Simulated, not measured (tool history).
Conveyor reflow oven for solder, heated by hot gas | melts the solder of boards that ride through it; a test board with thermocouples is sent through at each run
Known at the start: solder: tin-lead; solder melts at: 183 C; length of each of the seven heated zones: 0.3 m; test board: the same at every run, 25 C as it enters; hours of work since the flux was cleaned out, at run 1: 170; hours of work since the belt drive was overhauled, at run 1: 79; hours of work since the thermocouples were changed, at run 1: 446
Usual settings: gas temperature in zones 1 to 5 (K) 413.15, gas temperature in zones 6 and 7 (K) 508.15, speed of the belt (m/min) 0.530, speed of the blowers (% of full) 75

| run | hour | gas temperature in zones 1 to 5 (K) | gas temperature in zones 6 and 7 (K) | speed of the belt (m/min) | speed of the blowers (% of full) | hours of work since the flux was cleaned out | hours of work since the belt drive was overhauled | hours of work since the thermocouples were changed | highest temperature of the board (K) | time above the solder's melting point (s) |
|---|---|---|---|---|---|---|---|---|---|---|
| 1 | 0.0 | 413.15 | 508.15 | 0.530 | 75 | 170 | 79 | 446 | 487.25 | 48.5 |
| 2 | 49.3 | 413.15 | 508.15 | 0.530 | 75 | 201 | 110 | 477 | 487.15 | 48.2 |
| 3 | 105.3 | 413.15 | 508.15 | 0.530 | 75 | 236 | 144 | 511 | 486.85 | 48.1 |
| 4 | 140.3 | 413.15 | 508.15 | 0.530 | 75 | 257 | 166 | 533 | 486.95 | 48.0 |
| 5 | 164.8 | 413.15 | 508.15 | 0.530 | 75 | 273 | 181 | 548 | 486.75 | 47.8 |
| 6 | 194.8 | 413.15 | 508.15 | 0.530 | 75 | 291 | 200 | 567 | 486.65 | 48.0 |
|  | 214.0 | thermocouples of zones 6 and 7 changed |
|  | 256.8 | flux residue cleaned out of gas plates and filters |
| 7 | 258.0 | 413.15 | 508.15 | 0.530 | 75 | 1 | 235 | 24 | 488.45 | 49.4 |
| 8 | 295.2 | 413.15 | 508.15 | 0.530 | 75 | 24 | 258 | 47 | 488.35 | 49.3 |
| 9 | 325.3 | 413.15 | 508.15 | 0.530 | 75 | 42 | 276 | 66 | 488.25 | 49.4 |
| 10 | 360.1 | 413.15 | 508.15 | 0.530 | 75 | 64 | 298 | 87 | 487.85 | 49.3 |
| 11 | 418.8 | 413.15 | 508.15 | 0.530 | 86 | 100 | 334 | 124 | 489.75 | 50.9 |
| 12 | 459.9 | 413.15 | 508.15 | 0.530 | 86 | 126 | 360 | 149 | 489.65 | 50.5 |
| 13 | 503.1 | 413.15 | 508.15 | 0.530 | 86 | 153 | 387 | 176 | 489.35 | 50.4 |
| 14 | 534.2 | 413.15 | 508.15 | 0.530 | 86 | 172 | 406 | 195 | 489.15 | 50.5 |
| 15 | 568.7 | 413.15 | 508.15 | 0.567 | 75 | 193 | 427 | 217 | 484.75 | 42.9 |
| 16 | 616.5 | 400.15 | 497.15 | 0.567 | 75 | 223 | 457 | 246 | 472.55 | 27.8 |
| 17 | 671.6 | 400.15 | 497.15 | 0.567 | 75 | 257 | 491 | 281 | 472.55 | 27.4 |
| 18 | 726.4 | 400.15 | 521.15 | 0.567 | 75 | 291 | 525 | 315 | 491.35 | 44.2 |
| 19 | 776.3 | 400.15 | 508.15 | 0.530 | 75 | 322 | 556 | 345 | 483.45 | 41.4 |
|  | 786.8 | flux residue cleaned out of gas plates and filters |
|  | 790.8 | belt drive overhauled, speed set with a stopwatch |
| 20 | 823.9 | 400.15 | 508.15 | 0.530 | 75 | 20 | 20 | 369 | 485.65 | 43.4 |
| 21 | 868.1 | 413.15 | 498.15 | 0.517 | 75 | 48 | 48 | 397 | 480.35 | 44.3 |
|  | 924.5 | belt drive overhauled, speed set with a stopwatch, once more |
| 22 | 927.2 | 415.15 | 509.15 | 0.545 | 75 | 82 | 2 | 431 | 487.85 | 48.1 |
| 23 | 977.4 | 415.15 | 519.15 | 0.545 | 80 | 113 | 33 | 462 | 496.75 | 54.1 |
| 24 | 1024.3 | 416.15 | 508.15 | 0.616 | 75 | 142 | 62 | 491 | 482.15 | 38.0 |
| 25 | 1048.0 | 416.15 | 508.15 | 0.616 | 75 | 157 | 77 | 506 | 482.25 | 38.1 |
| 26 | 1074.5 | 428.15 | 514.15 | 0.583 | 70 | 173 | 93 | 522 | 490.75 | 50.8 |
| 27 | 1133.1 | 413.15 | 516.15 | 0.530 | 53 | 210 | 129 | 559 | 487.85 | 48.2 |
|  | 1167.6 | thermocouples of zones 6 and 7 changed |
| 28 | 1179.1 | 416.15 | 505.15 | 0.428 | 75 | 237 | 157 | 7 | 492.15 | 67.3 |
| 29 | 1204.5 | 416.15 | 521.15 | 0.428 | 75 | 253 | 172 | 23 | 506.35 | 76.2 |

3 ways to go on from here, each from the tool as it stands after run 29. What would each give?
| A | 1263.4 | 413.15 | 498.15 | 0.515 | 75 | 289 | 209 | 59 | ? | ? |
| B | 1263.4 | 413.15 | 512.15 | 0.442 | 55 | 289 | 209 | 59 | ? | ? |
| C | 1263.4 | 416.15 | 521.15 | 0.523 | 83 | 289 | 209 | 59 | ? | ? |

| run | highest temperature of the board (K) | time above the solder's melting point (s) |
|---|---|---|
| A | 479.75 | 43.7 |
| B | 492.65 | 63.3 |
| C | 500.75 | 59.1 |
Without the tool's hidden state the same runs would have given:
| run | highest temperature of the board (K) | time above the solder's melting point (s) |
|---|---|---|
| A | 481.15 | 45.3 |
| B | 493.85 | 64.2 |
| C | 502.45 | 59.9 |

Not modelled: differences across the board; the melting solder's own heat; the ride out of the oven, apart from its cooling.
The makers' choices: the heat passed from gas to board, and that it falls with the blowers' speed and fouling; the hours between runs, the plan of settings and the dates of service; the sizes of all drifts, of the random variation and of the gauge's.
